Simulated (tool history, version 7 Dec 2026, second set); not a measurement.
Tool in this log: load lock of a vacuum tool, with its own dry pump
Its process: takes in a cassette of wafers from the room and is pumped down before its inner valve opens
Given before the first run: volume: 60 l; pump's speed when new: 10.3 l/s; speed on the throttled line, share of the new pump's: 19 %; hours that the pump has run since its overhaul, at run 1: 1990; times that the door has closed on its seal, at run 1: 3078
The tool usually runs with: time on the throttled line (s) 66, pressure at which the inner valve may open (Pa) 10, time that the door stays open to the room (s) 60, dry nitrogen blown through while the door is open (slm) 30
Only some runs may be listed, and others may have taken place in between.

run    hour  time on the throttled line (s)  pressure at which the inner valve may open (Pa)  time that the door stays open to the room (s)  dry nitrogen blown through while the door is open (slm)  hours that the pump has run since its overhaul  times that the door has closed on its seal  incoming humidity of the room's air, %  time from the closed door until the inner valve may open (s)  rise of the pressure with all valves shut (Pa/min)
  1       0                              66                                               10                                             60                                                       30                                            1990                                        3078                                    45.7                                                         108.7                                               0.058
  2    57.9                              66                                               10                                             60                                                       30                                            2048                                        3241                                    46.3                                                         109.7                                               0.064
  3   141.9                              66                                               10                                             60                                                       30                                            2132                                        3477                                    43.3                                                         109.9                                               0.059
  4   208.1                              66                                               10                                             60                                                       30                                            2198                                        3663                                    42.7                                                           109                                               0.062
  5   294.8                              66                                               10                                             60                                                       30                                            2285                                        3906                                    47.4                                                         108.8                                                0.07
  6   377.2                              66                                               10                                             60                                                       30                                            2367                                        4138                                    46.1                                                         107.9                                               0.072
  7   467.7                              66                                               10                                             60                                                       30                                            2458                                        4392                                      42                                                         109.1                                               0.076
  8     550                              66                                               10                                             36                                                       30                                            2540                                        4623                                    45.4                                                         108.5                                               0.072
  9   625.6                              66                                               10                                             76                                                       30                                            2616                                        4835                                    49.1                                                         108.9                                               0.092
 10   723.2                              66                                               10                                             60                                                       40                                            2713                                        5109                                    46.2                                                         107.5                                               0.075
 11   791.8                              66                                               10                                             60                                                       40                                            2782                                        5302                                      45                                                         108.6                                               0.083
 12   872.2                              66                                               14                                             60                                                       30                                            2862                                        5528                                    44.6                                                         107.4                                               0.085
 13   962.6                              66                                               14                                             60                                                       30                                            2952                                        5782                                    43.7                                                         107.7                                               0.088
 14  1030.5                              66                                               14                                             60                                                       30                                            3020                                        5972                                    45.8                                                         106.5                                               0.096
 15  1096.4                              66                                               16                                             60                                                       30                                            3086                                        6157                                    43.5                                                         106.6                                               0.093
 16  1168.7                              66                                                8                                             60                                                       30                                            3159                                        6361                                    43.6                                                         110.4                                               0.103
 17  1260.4                              66                                                8                                             60                                                       30                                            3250                                        6618                                    47.3                                                         110.4                                               0.106
 18    1320                              45                                                8                                             60                                                       30                                            3310                                        6785                                    44.8                                                          93.8                                               0.109
 19  1388.2                              92                                                8                                             56                                                       30                                            3378                                        6977                                    46.2                                                         130.8                                               0.109
 20  1446.8                              92                                                8                                             56                                                       30                                            3437                                        7142                                    46.2                                                         132.4                                               0.121
 21  1526.7                              92                                                8                                             56                                                       30                                            3517                                        7366                                    43.8                                                         131.7                                               0.118
 22  1570.2                             126                                               20                                             77                                                       14                                            3560                                        7488                                    44.8                                                         153.3                                               0.139
 23  1665.9                             126                                               20                                             77                                                       14                                            3656                                        7757                                    43.6                                                         153.1                                               0.143
 24  1741.6                             126                                               20                                             77                                                       15                                            3731                                        7970                                    44.7                                                         154.3                                               0.145
 25  1840.8                             126                                               20                                             77                                                       15                                            3831                                        8248                                      42                                                         151.8                                               0.151
 26  1896.9                             126                                               20                                             77                                                       15                                            3887                                        8406                                      46                                                         153.4                                               0.157
 27  1994.4                             126                                               20                                             77                                                       15                                            3984                                        8680                                    40.7                                                           155                                               0.153
 28  2063.4                             126                                               20                                             26                                                       16                                            4053                                        8873                                    47.1                                                         155.1                                               0.141
 29  2139.2                             126                                               20                                             26                                                       16                                            4129                                        9086                                      48                                                           154                                               0.142
 30  2196.1                              62                                               10                                             41                                                        9                                            4186                                        9246                                    43.7                                                         106.2                                               0.152
 31  2241.6                              62                                               10                                             41                                                        9                                            4231                                        9374                                    47.5                                                         106.7                                               0.165
 32  2299.2                              37                                               17                                             42                                                        4                                            4289                                        9536                                    42.8                                                          82.9                                               0.171
 33  2363.8                              37                                               17                                             42                                                        4                                            4354                                        9717                                      45                                                          81.4                                               0.177
 34    2453                              94                                                9                                             60                                                       16                                            4443                                        9968                                    45.2                                                         132.3                                               0.179
 35  2549.7                              94                                                9                                             60                                                       16                                            4540                                       10239                                    46.5                                                         133.3                                                0.18

Some steps in time from the closed door until the inner valve may open (s), run to run, broken into two amounts with sign: the step expected even without the hidden condition (settings, incoming material, random variation), and the rest, left for the hidden condition together with whatever gauge scatter is not in both the measured and the hidden-condition-free result:
The tool's hidden condition here consists of: pump's speed, % of a new pump's; leak at the door's seal, Pa l/s; drift of the gauge itself on ready_s, %; drift of the gauge itself on rise_pa_min, %.
Run 18 -> 19: time on the throttled line (s) 45 -> 92, time that the door stays open to the room (s) 60 -> 56. time from the closed door until the inner valve may open (s) +37: hidden state -0.3, all else +37.3.
Run 21 -> 22: time on the throttled line (s) 92 -> 126, pressure at which the inner valve may open (Pa) 8 -> 20, time that the door stays open to the room (s) 56 -> 77, dry nitrogen blown through while the door is open (slm) 30 -> 14. time from the closed door until the inner valve may open (s) +21.6: hidden state -0.4, all else +22.
Run 29 -> 30: time on the throttled line (s) 126 -> 62, pressure at which the inner valve may open (Pa) 20 -> 10, time that the door stays open to the room (s) 26 -> 41, dry nitrogen blown through while the door is open (slm) 16 -> 9. time from the closed door until the inner valve may open (s) -47.8: hidden state +0.8, all else -48.6.
Run 33 -> 34: time on the throttled line (s) 37 -> 94, pressure at which the inner valve may open (Pa) 17 -> 9, time that the door stays open to the room (s) 42 -> 60, dry nitrogen blown through while the door is open (slm) 4 -> 16. time from the closed door until the inner valve may open (s) +50.9: hidden state -0.2, all else +51.1.
